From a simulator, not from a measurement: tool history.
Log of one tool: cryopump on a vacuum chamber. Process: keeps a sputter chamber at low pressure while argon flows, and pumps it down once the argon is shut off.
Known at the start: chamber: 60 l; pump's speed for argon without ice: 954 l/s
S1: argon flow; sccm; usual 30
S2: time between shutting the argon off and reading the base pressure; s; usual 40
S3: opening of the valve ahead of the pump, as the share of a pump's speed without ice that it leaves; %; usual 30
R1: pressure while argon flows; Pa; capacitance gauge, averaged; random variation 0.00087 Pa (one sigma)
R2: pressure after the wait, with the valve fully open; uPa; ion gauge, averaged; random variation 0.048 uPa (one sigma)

Run 1, hour 0: usual settings. Result: R1 0.1779 Pa, R2 4.6 uPa.
Run 2, hour 15.8: usual settings. Result: R1 0.1773 Pa, R2 4.6 uPa.
Run 3, hour 41.1: usual settings. Result: R1 0.1793 Pa, R2 4.72 uPa.
Run 4, hour 64.5: usual settings. Result: R1 0.1799 Pa, R2 4.6 uPa.
Run 5, hour 94.5: usual settings. Result: R1 0.1783 Pa, R2 4.6 uPa.
Run 6, hour 123.6: usual settings. Result: R1 0.1788 Pa, R2 4.69 uPa.
Run 7, hour 149.6: usual settings. Result: R1 0.1795 Pa, R2 4.6 uPa.
Run 8, hour 166.1: usual settings. Result: R1 0.1787 Pa, R2 4.7 uPa.
Run 9, hour 191.2: usual settings but S2 21 s. Result: R1 0.18 Pa, R2 7.1 uPa.
Run 10, hour 211.8: usual settings but S1 13 sccm. Result: R1 0.0787 Pa, R2 4.75 uPa.
Run 11, hour 240.4: usual settings but S1 27 sccm, S3 53 %. Result: R1 0.0946 Pa, R2 4.79 uPa.
Run 12, hour 259.3: usual settings but S2 93 s, S3 23 %. Result: R1 0.2347 Pa, R2 3.14 uPa.
Run 13, hour 276.2: usual settings but S2 125 s, S3 16 %. Result: R1 0.336 Pa, R2 3.04 uPa.
Run 14, hour 306.5: usual settings but S2 125 s, S3 16 %. Result: R1 0.3381 Pa, R2 3.03 uPa.
Run 15, hour 331.7: usual settings but S2 125 s, S3 16 %. Result: R1 0.3383 Pa, R2 3.07 uPa.

4 ways to go on from here, each from the tool as it stands after run 15. What would each give?
Run A, hour 350.6: usual settings but S3 15 %. Result: R1 ?, R2 ?.
Run B, hour 350.6: usual settings but S2 20 s, S3 16 %. Result: R1 ?, R2 ?.
Run C, hour 350.6: usual settings but S1 60 sccm, S2 276 s. Result: R1 ?, R2 ?.
Run D, hour 350.6: usual settings but S1 17 sccm, S2 249 s. Result: R1 ?, R2 ?.

run      R1    R2
  A  0.3593  4.85
  B  0.3356  7.35
  C  0.3656  2.62
  D  0.1048  2.66
Without the tool's hidden state the same runs would have given:
run      R1    R2
  A   0.354  2.94
  B  0.3304  5.46
  C   0.355  0.69
  D  0.1018  0.74

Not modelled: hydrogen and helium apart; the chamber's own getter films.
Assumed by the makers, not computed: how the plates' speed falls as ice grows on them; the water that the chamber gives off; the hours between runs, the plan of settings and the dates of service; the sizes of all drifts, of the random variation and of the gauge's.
